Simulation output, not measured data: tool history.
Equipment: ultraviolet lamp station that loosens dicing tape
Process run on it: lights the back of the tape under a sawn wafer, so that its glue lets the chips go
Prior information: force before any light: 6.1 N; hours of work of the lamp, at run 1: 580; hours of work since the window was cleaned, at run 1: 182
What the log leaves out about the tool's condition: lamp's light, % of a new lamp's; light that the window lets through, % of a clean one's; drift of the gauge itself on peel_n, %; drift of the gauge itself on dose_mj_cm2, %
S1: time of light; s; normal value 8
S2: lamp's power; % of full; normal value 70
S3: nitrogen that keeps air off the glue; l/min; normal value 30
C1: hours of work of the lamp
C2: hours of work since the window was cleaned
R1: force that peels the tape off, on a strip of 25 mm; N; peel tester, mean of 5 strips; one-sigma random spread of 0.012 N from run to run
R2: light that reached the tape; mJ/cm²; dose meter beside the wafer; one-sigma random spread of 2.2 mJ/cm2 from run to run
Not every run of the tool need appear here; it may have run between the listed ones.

| run | day | S1 | S2 | S3 | C1 | C2 | R1 | R2 |
|---|---|---|---|---|---|---|---|---|
| 1 | 0.000 | 8 | 70 | 30 | 580 | 182 | 1.183 | 131 |
| 2 | 1.733 | 8 | 70 | 30 | 601 | 203 | 1.187 | 126 |
|  | 3.758 | lamp changed |
| 3 | 5.188 | 8 | 70 | 30 | 17 | 245 | 0.639 | 187 |
| 4 | 8.321 | 8 | 70 | 30 | 56 | 283 | 0.679 | 184 |
| 5 | 11.221 | 8 | 70 | 19 | 91 | 318 | 0.899 | 180 |
| 6 | 13.408 | 8 | 70 | 19 | 118 | 345 | 0.921 | 174 |
| 7 | 16.838 | 8 | 70 | 19 | 159 | 387 | 0.973 | 166 |
| 8 | 18.612 | 5 | 70 | 30 | 181 | 408 | 1.576 | 106 |
| 9 | 21.546 | 5 | 82 | 30 | 217 | 444 | 1.357 | 118 |
| 10 | 23.425 | 5 | 82 | 30 | 240 | 467 | 1.319 | 116 |
| 11 | 25.008 | 5 | 82 | 30 | 259 | 486 | 1.359 | 117 |
| 12 | 27.221 | 5 | 82 | 30 | 286 | 513 | 1.431 | 110 |
|  | 29.746 | window cleaned of glue's vapour |
| 13 | 29.925 | 8 | 70 | 30 | 318 | 2 | 1.070 | 134 |
| 14 | 32.121 | 8 | 70 | 30 | 345 | 29 | 1.162 | 128 |
| 15 | 34.750 | 5 | 70 | 30 | 377 | 61 | 2.110 | 79 |
| 16 | 37.967 | 8 | 70 | 30 | 416 | 100 | 1.269 | 121 |
| 17 | 41.083 | 8 | 70 | 30 | 454 | 138 | 1.361 | 112 |
| 18 | 42.954 | 8 | 70 | 30 | 477 | 161 | 1.386 | 114 |
| 19 | 45.208 | 8 | 70 | 30 | 505 | 188 | 1.429 | 106 |
|  | 46.900 | window cleaned of glue's vapour, once more |
| 20 | 48.275 | 8 | 70 | 30 | 542 | 17 | 1.062 | 135 |
| 21 | 50.829 | 8 | 70 | 30 | 573 | 48 | 1.104 | 135 |
| 22 | 53.321 | 13 | 76 | 39 | 603 | 78 | 0.422 | 227 |
| 23 | 54.700 | 13 | 99 | 42 | 620 | 95 | 0.314 | 294 |
|  | 55.079 | lamp changed |
| 24 | 56.421 | 5 | 90 | 30 | 16 | 115 | 0.877 | 156 |
| 25 | 59.842 | 5 | 90 | 30 | 58 | 157 | 0.909 | 154 |
| 26 | 63.267 | 5 | 90 | 30 | 100 | 199 | 0.954 | 147 |
| 27 | 65.946 | 8 | 64 | 49 | 132 | 232 | 0.631 | 162 |
| 28 | 69.050 | 5 | 88 | 30 | 170 | 269 | 1.115 | 135 |
| 29 | 71.596 | 10 | 70 | 9 | 201 | 300 | 1.082 | 214 |
| 30 | 74.596 | 10 | 70 | 9 | 238 | 337 | 1.110 | 197 |
| 31 | 77.662 | 7 | 95 | 15 | 275 | 374 | 0.920 | 187 |
| 32 | 80.871 | 5 | 82 | 10 | 314 | 413 | 2.195 | 109 |
| 33 | 83.375 | 5 | 82 | 10 | 345 | 444 | 2.310 | 110 |
| 34 | 86.508 | 5 | 82 | 10 | 383 | 482 | 2.410 | 102 |
| 35 | 88.717 | 8 | 78 | 28 | 410 | 509 | 0.909 | 154 |
|  | 91.558 | window cleaned of glue's vapour |
| 36 | 91.600 | 8 | 89 | 20 | 445 | 0 | 0.759 | 193 |
| 37 | 93.204 | 12 | 70 | 9 | 464 | 20 | 0.927 | 225 |
| 38 | 95.892 | 8 | 85 | 26 | 497 | 53 | 0.760 | 171 |
| 39 | 98.412 | 11 | 70 | 30 | 528 | 83 | 0.612 | 193 |
| 40 | 101.346 | 10 | 65 | 14 | 563 | 119 | 1.309 | 154 |
| 41 | 103.946 | 10 | 65 | 14 | 595 | 151 | 1.359 | 152 |
| 42 | 105.671 | 10 | 65 | 14 | 616 | 172 | 1.378 | 148 |

For some of the steps in R1 from one run to the next: how much would appear even if the tool had no hidden state, given the settings, what came in and random variation, and how much remains for the hidden state plus any gauge scatter that the measured result and the result without hidden state don't share?
Run 2 -> 3: lamp changed. R1 -0.548 N: hidden state -0.558, all else +0.010.
Run 14 -> 15: S1 8 -> 5. R1 +0.948 N: hidden state +0.354, all else +0.594.
Run 19 -> 20: window cleaned of glue's vapour, once more. R1 -0.367 N: hidden state -0.398, all else +0.031.
Run 21 -> 22: S1 8 -> 13, S2 70 -> 76, S3 30 -> 39. R1 -0.682 N: hidden state -0.398, all else -0.284.
Run 31 -> 32: S1 7 -> 5, S2 95 -> 82, S3 15 -> 10. R1 +1.275 N: hidden state +0.291, all else +0.984.
Run 34 -> 35: S1 5 -> 8, S2 82 -> 78, S3 10 -> 28. R1 -1.501 N: hidden state -0.346, all else -1.155.
